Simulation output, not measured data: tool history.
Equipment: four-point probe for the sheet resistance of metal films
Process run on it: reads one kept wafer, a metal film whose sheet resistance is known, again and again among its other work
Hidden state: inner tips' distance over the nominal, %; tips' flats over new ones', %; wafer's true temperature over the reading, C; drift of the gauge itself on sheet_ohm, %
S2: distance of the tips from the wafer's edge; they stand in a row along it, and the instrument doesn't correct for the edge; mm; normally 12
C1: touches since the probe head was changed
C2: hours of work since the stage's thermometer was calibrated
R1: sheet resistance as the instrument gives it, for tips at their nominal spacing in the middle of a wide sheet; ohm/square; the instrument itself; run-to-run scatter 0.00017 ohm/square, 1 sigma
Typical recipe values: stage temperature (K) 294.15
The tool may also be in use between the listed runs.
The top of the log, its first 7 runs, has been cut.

{"run": 8, "hour": 229.1, "stage temperature (K)": 294.15, "S2": 3, "C1": 53011, "C2": 1070, "R1": 0.87534}
{"run": 9, "hour": 266.8, "stage temperature (K)": 294.15, "S2": 3, "C1": 55035, "C2": 1097, "R1": 0.875474}
{"run": 10, "hour": 290.8, "stage temperature (K)": 294.15, "S2": 3, "C1": 56326, "C2": 1114, "R1": 0.875278}
{"run": 11, "hour": 311.2, "stage temperature (K)": 294.15, "S2": 4, "C1": 57420, "C2": 1129, "R1": 0.866804}
{"run": 12, "hour": 351.7, "stage temperature (K)": 294.15, "S2": 4, "C1": 59598, "C2": 1158, "R1": 0.866777}
{"run": 13, "hour": 386.9, "stage temperature (K)": 294.15, "S2": 20, "C1": 61488, "C2": 1184, "R1": 0.85595}
{"run": 14, "hour": 408.4, "stage temperature (K)": 294.15, "S2": 32, "C1": 62642, "C2": 1199, "R1": 0.855164}
{"run": 15, "hour": 432.0, "stage temperature (K)": 306.15, "S2": 12, "C1": 63908, "C2": 1216, "R1": 0.863264}
{"run": 16, "hour": 453.2, "stage temperature (K)": 306.15, "S2": 12, "C1": 65047, "C2": 1231, "R1": 0.86322}
{"run": 17, "hour": 476.8, "stage temperature (K)": 306.15, "S2": 12, "C1": 66317, "C2": 1248, "R1": 0.863547}
{"run": 18, "hour": 520.9, "stage temperature (K)": 306.15, "S2": 12, "C1": 68688, "C2": 1280, "R1": 0.86349}
{"run": 19, "hour": 556.8, "stage temperature (K)": 306.15, "S2": 12, "C1": 70615, "C2": 1306, "R1": 0.863367}
{"run": 20, "hour": 599.0, "stage temperature (K)": 294.15, "S2": 28, "C1": 72882, "C2": 1336, "R1": 0.855544}
{"run": 21, "hour": 628.5, "stage temperature (K)": 294.15, "S2": 28, "C1": 74468, "C2": 1357, "R1": 0.85558}
{"run": 22, "hour": 648.8, "stage temperature (K)": 305.15, "S2": 31, "C1": 75553, "C2": 1372, "R1": 0.861437}
{"run": 23, "hour": 679.6, "stage temperature (K)": 304.15, "S2": 12, "C1": 77212, "C2": 1394, "R1": 0.862272}
{"run": 24, "hour": 702.7, "stage temperature (K)": 304.15, "S2": 12, "C1": 78453, "C2": 1411, "R1": 0.862077}
{"run": 25, "hour": 742.8, "stage temperature (K)": 292.15, "S2": 10, "C1": 80603, "C2": 1440, "R1": 0.855843}
{"run": 26, "hour": 761.9, "stage temperature (K)": 303.15, "S2": 52, "C1": 81631, "C2": 1453, "R1": 0.860554}

Expected results for the next run?
{"run": 27, "hour": 805.3, "stage temperature (K)": 295.15, "S2": 49, "C1": 83960, "C2": 1484, "R1": "?"}

{"run 27": {"R1": 0.855834}}
Were there no unlogged condition in the tool, this run, its random variation unchanged, would have produced R1 0.855846 ohm/square.
